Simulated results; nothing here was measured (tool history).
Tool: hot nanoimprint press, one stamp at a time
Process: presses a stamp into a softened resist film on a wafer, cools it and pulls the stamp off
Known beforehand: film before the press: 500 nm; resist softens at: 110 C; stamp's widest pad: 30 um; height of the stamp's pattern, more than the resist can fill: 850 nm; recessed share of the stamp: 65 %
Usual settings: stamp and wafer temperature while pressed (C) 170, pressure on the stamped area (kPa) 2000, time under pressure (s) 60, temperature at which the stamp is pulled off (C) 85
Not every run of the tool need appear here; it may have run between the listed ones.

run	hour	stamp and wafer temperature while pressed (C)	pressure on the stamped area (kPa)	time under pressure (s)	temperature at which the stamp is pulled off (C)	resist left under the stamp's widest pad (nm)	greatest force while the stamp is pulled off (N)
1	0.0	170	2000	60	85	237.9	137
2	9.5	170	2000	60	85	239.1	134
3	16.5	170	2000	60	85	239.7	138
4	24.0	170	2000	60	85	239.3	141
5	29.2	170	2000	60	85	240.9	135
6	37.4	170	2000	30	85	307.1	141
7	47.2	170	2000	30	85	305.4	141
8	58.1	170	1350	30	85	343.9	140
9	65.2	170	1360	60	85	277.3	145
10	74.0	170	2000	60	85	240.4	147
11	79.7	170	2000	60	85	240.6	142
12	87.7	170	2000	60	85	240.0	141
13	99.1	170	2000	60	85	241.5	153
14	110.8	170	2000	60	85	242.1	150
15	116.1	170	2000	60	85	241.4	141
16	127.5	170	2000	60	85	242.5	152
17	139.0	170	2000	60	85	240.6	148
18	144.5	170	1640	60	85	259.7	149
19	155.0	170	1640	60	85	260.0	155
20	166.5	170	1640	60	85	260.5	150
21	177.7	170	1640	60	85	261.7	151
# hour 194.1: stamp cleaned and given a new release coat
22	194.3	170	2280	60	85	230.3	96
23	200.1	176	2280	60	85	179.1	101
24	210.8	170	2000	78	85	220.0	102
25	218.5	168	1790	69	85	260.2	104
26	225.1	170	2000	117	85	185.9	103
27	234.9	179	1600	92	90	153.2	102
28	240.6	179	1600	92	90	152.8	100
29	248.2	179	1230	91	80	173.0	111

Selected run-to-run steps in resist left under the stamp's widest pad (nm), each split into two signed amounts: the part the tool would show with no hidden state at all (from settings, incoming material and random variation), and the remainder, which goes to the hidden state together with any gauge scatter not common to the measured and the hidden-state-free results:
Hidden state present: true temperature over the reading, C; pressure that arrives at the usual setting, %; grip of the stamp's worn release coat, % over a new coat's; drift of the gauge itself on residual_nm, %; drift of the gauge itself on pull_off_n, %.
Run 8 -> 9: pressure on the stamped area (kPa) 1350 -> 1360, time under pressure (s) 30 -> 60. resist left under the stamp's widest pad (nm) -66.6: hidden state +0.2, all else -66.8.
Run 23 -> 24: stamp and wafer temperature while pressed (C) 176 -> 170, pressure on the stamped area (kPa) 2280 -> 2000, time under pressure (s) 60 -> 78. resist left under the stamp's widest pad (nm) +40.9: hidden state +0.9, all else +40.0.
Run 25 -> 26: stamp and wafer temperature while pressed (C) 168 -> 170, pressure on the stamped area (kPa) 1790 -> 2000, time under pressure (s) 69 -> 117. resist left under the stamp's widest pad (nm) -74.3: hidden state -0.8, all else -73.5.
